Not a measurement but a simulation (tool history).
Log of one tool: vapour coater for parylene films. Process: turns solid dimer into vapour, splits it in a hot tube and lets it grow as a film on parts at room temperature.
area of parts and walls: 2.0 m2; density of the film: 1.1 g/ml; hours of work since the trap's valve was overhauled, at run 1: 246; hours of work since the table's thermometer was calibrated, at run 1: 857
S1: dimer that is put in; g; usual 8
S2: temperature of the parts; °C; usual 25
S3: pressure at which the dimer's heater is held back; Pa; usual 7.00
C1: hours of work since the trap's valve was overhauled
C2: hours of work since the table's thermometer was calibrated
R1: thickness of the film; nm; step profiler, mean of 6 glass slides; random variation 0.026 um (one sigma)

run	hour	S1	S2	S3	C1	C2	R1
1	0.0	8	25	7.00	246	857	1850
2	62.0	8	25	7.00	273	884	1840
# hour 72.0: trap's valve overhauled
3	117.4	8	25	7.00	20	907	1720
4	175.8	8	25	7.00	46	933	1690
5	230.0	8	25	7.00	70	957	1660
6	281.1	8	25	7.00	93	980	1620
# hour 344.3: trap's valve overhauled, once more
7	352.5	8	25	7.00	4	1009	2150
8	429.7	8	25	7.00	38	1044	2110
9	507.2	8	25	7.00	72	1078	2110
10	555.5	8	18	7.00	93	1099	2390
11	597.3	8	25	11.72	112	1118	1830
12	664.3	6	25	11.72	142	1147	1340
13	748.3	6	25	11.72	179	1185	1340
14	820.6	8	25	7.11	211	1217	1920
15	872.7	4	25	10.09	234	1240	860
16	912.6	4	25	10.09	252	1257	880
17	955.1	4	28	4.77	270	1276	920
# hour 971.0: trap's valve overhauled
18	1002.6	4	19	3.12	14	1295	1430
19	1081.5	4	19	3.12	49	1330	1430
20	1134.7	14	19	7.00	72	1354	4230
21	1185.5	10	23	6.48	95	1376	2790
22	1259.6	10	23	6.48	128	1409	2700
23	1338.4	11	26	7.18	163	1444	2610
24	1373.0	7	25	3.42	178	1459	1960
# hour 1430.0: table's thermometer calibrated
25	1452.9	8	18	9.53	213	10	2050

Forecast each of these 4 alternatives for the next run:
A	1490.6	6	25	6.73	230	27	?
B	1490.6	9	18	6.24	230	27	?
C	1490.6	4	35	9.53	230	27	?
D	1490.6	8	22	9.53	230	27	?

run	R1
A	1370
B	2470
C	710
D	1810
Without the tool's hidden state the same runs would have given:
run	R1
A	1570
B	2840
C	810
D	2080
